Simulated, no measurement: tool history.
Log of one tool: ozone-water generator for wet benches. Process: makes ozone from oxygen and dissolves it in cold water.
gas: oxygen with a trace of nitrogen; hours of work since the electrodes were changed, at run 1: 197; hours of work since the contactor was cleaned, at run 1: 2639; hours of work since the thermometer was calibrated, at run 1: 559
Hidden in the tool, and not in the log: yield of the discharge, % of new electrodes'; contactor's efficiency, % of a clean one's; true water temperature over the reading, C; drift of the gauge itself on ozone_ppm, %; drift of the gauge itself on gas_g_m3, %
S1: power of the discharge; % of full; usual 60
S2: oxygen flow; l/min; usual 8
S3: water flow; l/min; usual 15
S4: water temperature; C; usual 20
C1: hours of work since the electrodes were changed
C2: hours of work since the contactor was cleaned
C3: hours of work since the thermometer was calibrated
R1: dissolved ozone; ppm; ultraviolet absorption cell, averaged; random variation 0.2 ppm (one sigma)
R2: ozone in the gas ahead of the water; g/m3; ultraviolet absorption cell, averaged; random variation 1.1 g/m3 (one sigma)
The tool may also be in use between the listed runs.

run,hour,S1,S2,S3,S4,C1,C2,C3,R1,R2
1,0,60,8,15,20,197,2639,559,29.7,197.4
2,65.2,60,8,15,16,262,2704,623,32.2,194.4
3,100.3,60,8,15,16,297,2739,658,31.8,196.5
4,139.8,60,8,15,16,336,2778,698,32.2,196.2
5,172,60,8,15,16,368,2810,730,32.3,197
6,202.7,60,8,15,16,399,2841,760,32,196.1
7,239.1,60,8,15,16,435,2877,796,32.3,194.4
8,290.3,66,8,15,16,486,2928,847,34.8,210.5
9,320,66,8,15,16,515,2958,877,34.7,212.1
10,383.1,60,8,15,20,578,3020,939,29.6,195.9
11,436,60,8,15,20,630,3073,992,30.2,194.9
12,478.9,60,8,9,20,673,3116,1035,38.1,195.8
13,536.2,60,8,9,20,730,3173,1092,38.5,195.7
14,566.6,60,8,9,20,760,3203,1122,38.4,196.3
15,622.4,60,8,9,20,816,3258,1177,38.8,196.8
16,687.4,92,5.82,13,26,880,3323,1242,39.7,307.9
17,719.6,65,10.66,13,14,912,3355,1274,38.4,187.8
18,755.7,65,6.87,16,13,948,3391,1310,34.5,221.4
19,805.4,43,6.87,16,25,998,3440,1359,20.1,162.6
20,849.3,56,10.96,23,17,1041,3484,1403,22.8,165.8
21,911.6,65,6.02,20,17,1103,3546,1465,26.9,232.1
22,946,57,5.83,15,20,1138,3580,1499,28.1,212.9
23,1000.4,42,7.25,20,12,1192,3634,1553,21.3,153.8
24,1046,78,7.45,11,27,1237,3679,1598,36.7,247.8
25,1100.9,44,10.7,11,21,1292,3734,1653,25.9,137.6
26,1161.8,60,8.38,15,16,1352,3794,1714,32.1,191
27,1211,60,8.38,15,16,1401,3843,1763,31.8,192.6
28,1262.5,60,4.34,15,27,1452,3895,1814,25.6,246.5
29,1319.6,60,4.34,15,27,1509,3951,1870,25.4,247.6

4 ways to go on from here, each from the tool as it stands after run 29. What would each give?
A,1353.6,60,11.8,16,19,1543,3985,1904,?,?
B,1353.6,60,8,20,20,1543,3985,1904,?,?
C,1353.6,60,8,23,20,1543,3985,1904,?,?
D,1353.6,59,6.71,15,20,1543,3985,1904,?,?

run,R1,R2
A,28.5,170.3
B,24.3,197.5
C,22.5,196.9
D,29.4,206.2
Without the tool's hidden state the same runs would have given:
run,R1,R2
A,28.6,170.4
B,24.3,197.5
C,22.5,196.9
D,29.4,206.2
